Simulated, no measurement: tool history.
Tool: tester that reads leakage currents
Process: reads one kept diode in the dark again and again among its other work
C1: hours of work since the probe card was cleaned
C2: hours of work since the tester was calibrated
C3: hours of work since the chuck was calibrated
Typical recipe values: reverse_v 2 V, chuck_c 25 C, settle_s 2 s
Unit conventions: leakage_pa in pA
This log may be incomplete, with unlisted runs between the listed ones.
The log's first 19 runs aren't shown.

{"run": 20, "hour": 2206.5, "reverse_v": 16.11, "chuck_c": 25, "settle_s": 2, "C1": 139, "C2": 851, "C3": 211, "leakage_pa": 168.29}
{"run": 21, "hour": 2331.4, "reverse_v": 16.11, "chuck_c": 25, "settle_s": 2, "C1": 235, "C2": 947, "C3": 307, "leakage_pa": 167.25}
{"run": 22, "hour": 2425.7, "reverse_v": 8.04, "chuck_c": 43, "settle_s": 0.3, "C1": 307, "C2": 1019, "C3": 379, "leakage_pa": 450.96}
{"run": 23, "hour": 2580.9, "reverse_v": 8.04, "chuck_c": 43, "settle_s": 0.3, "C1": 426, "C2": 1138, "C3": 499, "leakage_pa": 448.61}
{"run": 24, "hour": 2699.1, "reverse_v": 2.01, "chuck_c": 25, "settle_s": 0.71, "C1": 517, "C2": 1229, "C3": 589, "leakage_pa": 70.54}
{"run": 25, "hour": 2858.4, "reverse_v": 8.97, "chuck_c": 23, "settle_s": 2.03, "C1": 640, "C2": 1351, "C3": 712, "leakage_pa": 113.72}
{"run": 26, "hour": 2957.7, "reverse_v": 8.97, "chuck_c": 23, "settle_s": 2.03, "C1": 716, "C2": 1428, "C3": 788, "leakage_pa": 113.91}
{"run": 27, "hour": 3090.7, "reverse_v": 1.16, "chuck_c": 56, "settle_s": 2.69, "C1": 818, "C2": 1530, "C3": 890, "leakage_pa": 455.49}
{"run": 28, "hour": 3172.4, "reverse_v": 1.77, "chuck_c": 45, "settle_s": 2.35, "C1": 881, "C2": 1593, "C3": 953, "leakage_pa": 263.81}
{"run": 29, "hour": 3300.6, "reverse_v": 3.73, "chuck_c": 27, "settle_s": 0.37, "C1": 979, "C2": 1691, "C3": 1051, "leakage_pa": 105.19}
{"run": 30, "hour": 3432.0, "reverse_v": 3.73, "chuck_c": 27, "settle_s": 1.76, "C1": 1080, "C2": 1792, "C3": 1152, "leakage_pa": 102.02}
{"run": 31, "hour": 3551.4, "reverse_v": 1.26, "chuck_c": 30, "settle_s": 9.3, "C1": 1172, "C2": 1884, "C3": 1244, "leakage_pa": 79.26}
{"run": 32, "hour": 3641.0, "reverse_v": 1.81, "chuck_c": 28, "settle_s": 1.07, "C1": 1241, "C2": 1952, "C3": 1313, "leakage_pa": 79.69}
{"run": 33, "hour": 3706.6, "reverse_v": 1.81, "chuck_c": 28, "settle_s": 1.07, "C1": 1291, "C2": 2003, "C3": 1363, "leakage_pa": 80.03}
{"run": 34, "hour": 3797.7, "reverse_v": 3.84, "chuck_c": 49, "settle_s": 0.9, "C1": 1361, "C2": 2073, "C3": 1433, "leakage_pa": 452.27}
{"run": 35, "hour": 3947.3, "reverse_v": 2, "chuck_c": 33, "settle_s": 2, "C1": 1476, "C2": 2188, "C3": 1548, "leakage_pa": 117.47}
{"hour": 4048.4, "done": "chuck's temperature calibrated"}
{"run": 36, "hour": 4103.1, "reverse_v": 1.5, "chuck_c": 42, "settle_s": 9.6, "C1": 1594, "C2": 2306, "C3": 42, "leakage_pa": 220.84}
{"run": 37, "hour": 4229.7, "reverse_v": 1.5, "chuck_c": 42, "settle_s": 9.6, "C1": 1691, "C2": 2403, "C3": 139, "leakage_pa": 218.63}
{"run": 38, "hour": 4360.2, "reverse_v": 14.3, "chuck_c": 26, "settle_s": 2.69, "C1": 1791, "C2": 2503, "C3": 239, "leakage_pa": 202.43}
{"run": 39, "hour": 4461.8, "reverse_v": 14.3, "chuck_c": 26, "settle_s": 0.47, "C1": 1870, "C2": 2581, "C3": 318, "leakage_pa": 210.97}

Each row is a separate what-if for the run after 39, all from the same tool condition, not one after another. Results?
{"hour": 4489.8, "done": "tester calibrated"}
{"run": "A", "hour": 4574.5, "reverse_v": 8.1, "chuck_c": 31, "settle_s": 1.7, "C1": 1955, "C2": 65, "C3": 403, "leakage_pa": "?"}
{"hour": 4489.8, "done": "tester calibrated"}
{"run": "B", "hour": 4574.5, "reverse_v": 14.3, "chuck_c": 44, "settle_s": 0.47, "C1": 1955, "C2": 65, "C3": 403, "leakage_pa": "?"}
{"hour": 4489.8, "done": "tester calibrated"}
{"run": "C", "hour": 4574.5, "reverse_v": 1.59, "chuck_c": 57, "settle_s": 0.41, "C1": 1955, "C2": 65, "C3": 403, "leakage_pa": "?"}
{"hour": 4489.8, "done": "tester calibrated"}
{"run": "D", "hour": 4574.5, "reverse_v": 14.58, "chuck_c": 30, "settle_s": 4.07, "C1": 1955, "C2": 65, "C3": 403, "leakage_pa": "?"}

run=A leakage_pa=206.73
run=B leakage_pa=623.43
run=C leakage_pa=564.58
run=D leakage_pa=257.87
Without the tool's unlogged condition, the same runs would have read:
run=A leakage_pa=194.93
run=B leakage_pa=612.76
run=C leakage_pa=584.29
run=D leakage_pa=230.6
